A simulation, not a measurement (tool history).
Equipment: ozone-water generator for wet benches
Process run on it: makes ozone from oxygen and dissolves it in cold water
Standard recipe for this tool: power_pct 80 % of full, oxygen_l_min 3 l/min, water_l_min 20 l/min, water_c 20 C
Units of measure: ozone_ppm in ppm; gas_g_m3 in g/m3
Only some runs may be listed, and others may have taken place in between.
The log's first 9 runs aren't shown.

| run | hour | power_pct | oxygen_l_min | water_l_min | water_c | hours of work since the electrodes were changed | hours of work since the contactor was cleaned | hours of work since the thermometer was calibrated | ozone_ppm | gas_g_m3 |
|---|---|---|---|---|---|---|---|---|---|---|
| 10 | 447 | 80 | 3 | 20 | 20 | 2157 | 4167 | 1159 | 11.4 | 173.7 |
| 11 | 482.2 | 80 | 4.29 | 20 | 20 | 2191 | 4200 | 1192 | 12 | 147.4 |
| 12 | 555.7 | 80 | 4.29 | 20 | 20 | 2261 | 4270 | 1262 | 11.9 | 145 |
| 13 | 622.3 | 80 | 3 | 20 | 20 | 2324 | 4333 | 1326 | 11.3 | 174.4 |
|  | 629.4 | contactor cleaned |
| 14 | 663.5 | 80 | 3 | 29 | 20 | 2360 | 32 | 1361 | 7.1 | 172.2 |
| 15 | 717.1 | 80 | 3 | 29 | 20 | 2410 | 83 | 1412 | 7.2 | 174.5 |
|  | 762.7 | contactor cleaned, once more |
| 16 | 789.4 | 80 | 3 | 20 | 20 | 2475 | 25 | 1477 | 12 | 174.4 |
| 17 | 829.2 | 43 | 2.46 | 17 | 20 | 2513 | 63 | 1515 | 10 | 141.3 |
| 18 | 888.2 | 43 | 2.46 | 17 | 20 | 2569 | 119 | 1571 | 10.1 | 141.2 |
| 19 | 948.7 | 45 | 2.34 | 14 | 15 | 2627 | 177 | 1628 | 13 | 147.5 |
| 20 | 994 | 80 | 3 | 13 | 17 | 2670 | 220 | 1671 | 18.7 | 172.5 |
| 21 | 1048.3 | 80 | 3 | 13 | 17 | 2721 | 271 | 1723 | 18.8 | 172.1 |
| 22 | 1123.7 | 68 | 1.59 | 19 | 14 | 2793 | 343 | 1794 | 10 | 218.8 |
| 23 | 1171 | 68 | 1.59 | 19 | 14 | 2838 | 388 | 1840 | 10.4 | 217.4 |
| 24 | 1245.3 | 87 | 3 | 22 | 16 | 2909 | 459 | 1910 | 11.5 | 178.7 |
| 25 | 1293.9 | 87 | 3 | 22 | 16 | 2955 | 505 | 1956 | 11.2 | 179.2 |
| 26 | 1367.2 | 63 | 2.69 | 12 | 20 | 3024 | 574 | 2026 | 16.6 | 161 |
| 27 | 1436.5 | 99 | 2.75 | 20 | 26 | 3090 | 640 | 2092 | 11.9 | 197.5 |
| 28 | 1481.4 | 57 | 3.1 | 21 | 14 | 3133 | 683 | 2135 | 10.1 | 141.8 |
| 29 | 1520 | 57 | 3.1 | 21 | 14 | 3170 | 720 | 2171 | 9.8 | 142 |
| 30 | 1561.7 | 57 | 3.1 | 21 | 14 | 3209 | 759 | 2211 | 10.1 | 142.2 |
| 31 | 1601.7 | 57 | 3.1 | 21 | 14 | 3247 | 797 | 2249 | 10.1 | 143.3 |
| 32 | 1668.6 | 80 | 3 | 21 | 20 | 3311 | 861 | 2312 | 11 | 170.9 |

Predict each of these 4 candidate next runs independently; none follows another, all start after run 32:
| A | 1732.3 | 73 | 3 | 25 | 20 | 3372 | 922 | 2373 | ? | ? |
| B | 1732.3 | 79 | 1.63 | 16 | 20 | 3372 | 922 | 2373 | ? | ? |
| C | 1732.3 | 100 | 3 | 13 | 20 | 3372 | 922 | 2373 | ? | ? |
| D | 1732.3 | 80 | 1.54 | 20 | 16 | 3372 | 922 | 2373 | ? | ? |

| run | ozone_ppm | gas_g_m3 |
|---|---|---|
| A | 8.6 | 160.6 |
| B | 12.7 | 228.6 |
| C | 19 | 187.4 |
| D | 10.1 | 236 |
With no hidden state in the tool, these same runs would have given:
| run | ozone_ppm | gas_g_m3 |
|---|---|---|
| A | 9.8 | 178.4 |
| B | 14.4 | 254.9 |
| C | 21.7 | 211.5 |
| D | 11.5 | 263.3 |

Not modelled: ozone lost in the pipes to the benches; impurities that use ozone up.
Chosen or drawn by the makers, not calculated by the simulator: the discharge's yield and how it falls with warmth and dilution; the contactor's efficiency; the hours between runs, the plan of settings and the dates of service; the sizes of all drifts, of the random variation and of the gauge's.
